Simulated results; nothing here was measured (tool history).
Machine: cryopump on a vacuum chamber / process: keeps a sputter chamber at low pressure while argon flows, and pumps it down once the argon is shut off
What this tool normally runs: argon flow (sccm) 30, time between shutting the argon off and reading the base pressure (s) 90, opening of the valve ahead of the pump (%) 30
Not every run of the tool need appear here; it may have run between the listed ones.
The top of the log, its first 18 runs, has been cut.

run,hour,argon flow (sccm),time between shutting the argon off and reading the base pressure (s),opening of the valve ahead of the pump (%),hours of work since the pump was warmed up and emptied,hours of work since the cold head was overhauled,hours of work since the chamber's fittings were tightened,pressure while argon flows (Pa),pressure after the wait (uPa)
19,437.8,40,43,34,279,827,1001,0.119,1.96
20,456.9,40,132,37,294,843,1016,0.1116,1.5
21,484.1,40,236,23,317,865,1039,0.1759,1.42
22,505.7,22,116,46,335,883,1057,0.0496,1.6
23,536.8,22,116,46,360,909,1082,0.0493,1.62
24,558.6,22,116,46,378,927,1100,0.0508,1.63
25,583.9,50,207,30,399,948,1121,0.1714,1.51
26,605.3,47,52,46,417,965,1139,0.1071,2.02
27,628.1,47,52,24,436,984,1158,0.2015,2.09
28,648.7,47,52,25,453,1001,1175,0.1942,2.1
29,670.1,47,52,25,470,1019,1192,0.1899,2.16
30,695.6,30,90,38,491,1040,1213,0.0823,1.84
31,716.7,30,90,38,509,1057,1231,0.084,1.87
32,737.1,30,90,38,526,1074,1248,0.0835,1.9
# hour 756.8: leaking fittings of the chamber tightened, without venting
33,758.8,30,90,38,542,1090,2,0.0825,0.64

Forecast each of these 3 alternatives for the next run:
# hour 770.9: pump warmed up, emptied and cooled again
A,791,28,213,38,17,1113,24,?,?
# hour 770.9: pump warmed up, emptied and cooled again
B,791,38,32,45,17,1113,24,?,?
# hour 770.9: pump warmed up, emptied and cooled again
C,791,13,90,22,17,1113,24,?,?

run,pressure while argon flows (Pa),pressure after the wait (uPa)
A,0.0742,0.41
B,0.0845,1.3
C,0.0579,0.64
Without the tool's unlogged condition, the same runs would have read:
run,pressure while argon flows (Pa),pressure after the wait (uPa)
A,0.0738,0.35
B,0.0839,1.25
C,0.0578,0.58
